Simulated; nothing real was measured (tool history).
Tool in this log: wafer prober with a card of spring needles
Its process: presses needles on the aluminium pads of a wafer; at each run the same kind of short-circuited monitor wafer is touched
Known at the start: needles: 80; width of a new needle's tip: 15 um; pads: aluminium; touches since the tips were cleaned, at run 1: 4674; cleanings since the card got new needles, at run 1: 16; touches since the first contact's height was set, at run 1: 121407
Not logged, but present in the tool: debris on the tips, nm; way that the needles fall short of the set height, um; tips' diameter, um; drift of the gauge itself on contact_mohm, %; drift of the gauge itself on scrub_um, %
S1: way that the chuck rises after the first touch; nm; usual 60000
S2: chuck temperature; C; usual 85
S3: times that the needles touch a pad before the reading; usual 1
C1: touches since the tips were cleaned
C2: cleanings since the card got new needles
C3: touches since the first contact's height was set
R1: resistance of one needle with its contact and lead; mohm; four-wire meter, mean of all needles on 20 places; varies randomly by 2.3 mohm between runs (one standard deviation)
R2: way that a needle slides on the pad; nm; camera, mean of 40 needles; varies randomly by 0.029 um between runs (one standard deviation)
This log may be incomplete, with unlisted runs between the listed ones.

run,hour,S1,S2,S3,C1,C2,C3,R1,R2
1,0,60000,85,1,4674,16,121407,326,8300
# hour 5.5: tips cleaned on abrasive film
# hour 16.5: tips cleaned on abrasive film
# hour 30.3: tips cleaned on abrasive film
# hour 44: tips cleaned on abrasive film
# hour 57.7: tips cleaned on abrasive film
2,58.6,60000,85,1,546,21,155466,277,8200
# hour 69.6: tips cleaned on abrasive film
# hour 80.6: tips cleaned on abrasive film
# hour 94.3: tips cleaned on abrasive film
# hour 108: tips cleaned on abrasive film
# hour 119: tips cleaned on abrasive film
# hour 132.8: tips cleaned on abrasive film
3,140.8,60000,85,1,4706,27,203261,330,8090
# hour 146.3: tips cleaned on abrasive film
# hour 157.3: tips cleaned on abrasive film
# hour 171.1: tips cleaned on abrasive film
# hour 184.8: tips cleaned on abrasive film
# hour 187.8: height of the first contact set anew
# hour 198.8: tips cleaned on abrasive film
# hour 212.5: tips cleaned on abrasive film
4,217.9,60000,85,1,3136,33,17499,328,7720
# hour 226.1: tips cleaned on abrasive film
# hour 237.1: tips cleaned on abrasive film
# hour 250.8: tips cleaned on abrasive film
# hour 261.8: tips cleaned on abrasive film
# hour 272.8: tips cleaned on abrasive film
5,280.8,60000,85,1,4654,38,54070,338,7530
# hour 286.3: tips cleaned on abrasive film
# hour 300: tips cleaned on abrasive film
# hour 311: tips cleaned on abrasive film
# hour 324.1: tips cleaned on abrasive film
6,324.1,60000,85,1,0,42,79209,273,7510
# hour 337.8: tips cleaned on abrasive film
# hour 351.5: tips cleaned on abrasive film
# hour 365.2: tips cleaned on abrasive film
# hour 371: height of the first contact set anew, once more
7,376.3,60000,85,1,6302,45,3111,336,8550
# hour 379.1: tips cleaned on abrasive film
# hour 390.1: tips cleaned on abrasive film
# hour 403.8: tips cleaned on abrasive film
# hour 417: tips cleaned on abrasive film
8,417,60000,85,1,0,49,26732,261,8510
# hour 428: tips cleaned on abrasive film
# hour 441.7: tips cleaned on abrasive film
# hour 455.4: tips cleaned on abrasive film
# hour 469.1: tips cleaned on abrasive film
9,475.9,60000,85,1,3950,53,61003,329,8400
# hour 481.4: tips cleaned on abrasive film
# hour 495.1: tips cleaned on abrasive film
# hour 506.1: tips cleaned on abrasive film
# hour 519.9: tips cleaned on abrasive film
# hour 530.8: tips cleaned on abrasive film
# hour 544.6: tips cleaned on abrasive film
10,550.1,60000,112,1,3247,59,104147,324,8290
# hour 555.6: tips cleaned on abrasive film
# hour 569.3: tips cleaned on abrasive film
# hour 583: tips cleaned on abrasive film
# hour 596.8: tips cleaned on abrasive film
# hour 607.8: tips cleaned on abrasive film
# hour 618.7: tips cleaned on abrasive film
# hour 632.5: tips cleaned on abrasive film
# hour 645.9: tips cleaned on abrasive film
11,645.9,60000,85,1,0,67,159814,268,8180
# hour 659.6: tips cleaned on abrasive film
# hour 673.3: tips cleaned on abrasive film
# hour 687.1: tips cleaned on abrasive film
# hour 700.8: tips cleaned on abrasive film
12,711.4,60000,85,2,6207,71,197938,315,8150
# hour 714.2: tips cleaned on abrasive film
# hour 727.9: tips cleaned on abrasive film
# hour 741.6: tips cleaned on abrasive film
# hour 755.3: tips cleaned on abrasive film
13,758.1,60000,85,2,1600,75,225072,292,8060
# hour 766.6: tips cleaned on abrasive film
# hour 769.6: height of the first contact set anew
# hour 777.9: tips cleaned on abrasive film
# hour 788.9: tips cleaned on abrasive film
14,799.5,42000,85,3,6241,78,17412,327,5940
# hour 802.3: tips cleaned on abrasive film
# hour 816.1: tips cleaned on abrasive film
# hour 827.1: tips cleaned on abrasive film
# hour 840.8: tips cleaned on abrasive film
# hour 854.4: tips cleaned on abrasive film
15,854.4,42000,85,3,0,83,49275,276,5900
# hour 868.1: tips cleaned on abrasive film
# hour 881.8: tips cleaned on abrasive film
# hour 895.5: tips cleaned on abrasive film
# hour 909.3: tips cleaned on abrasive film
# hour 923: tips cleaned on abrasive film
16,924.1,42000,85,3,638,88,89810,285,5800
# hour 935.1: tips cleaned on abrasive film
# hour 948.8: tips cleaned on abrasive film
# hour 962.5: tips cleaned on abrasive film
# hour 973.5: tips cleaned on abrasive film
17,975.6,45000,85,1,1217,92,119754,325,6160
# hour 986.6: tips cleaned on abrasive film
# hour 1000.3: tips cleaned on abrasive film
# hour 1014: tips cleaned on abrasive film
# hour 1025: tips cleaned on abrasive film
# hour 1038.7: tips cleaned on abrasive film
# hour 1052.4: tips cleaned on abrasive film
18,1054.5,40000,71,3,1225,98,165664,298,5360
# hour 1065.5: tips cleaned on abrasive film
# hour 1079.2: tips cleaned on abrasive film
# hour 1093: tips cleaned on abrasive film
19,1098.9,75000,83,1,3493,101,191499,319,10250

Predict the results of run 20:
# hour 1104.5: tips cleaned on abrasive film
# hour 1118.2: tips cleaned on abrasive film
# hour 1129.2: tips cleaned on abrasive film
# hour 1142.9: tips cleaned on abrasive film
# hour 1156.6: tips cleaned on abrasive film
# hour 1167.8: height of the first contact set anew
# hour 1170.6: tips cleaned on abrasive film
# hour 1184.3: tips cleaned on abrasive film
20,1184.7,75000,83,1,223,108,9799,?,?

For run 20 the tool returned R1 272 mohm, R2 10650 nm.
Take away the tool's hidden state, keep the run-to-run variation as it was, and the same run would have given R1 257 mohm, R2 10680 nm.
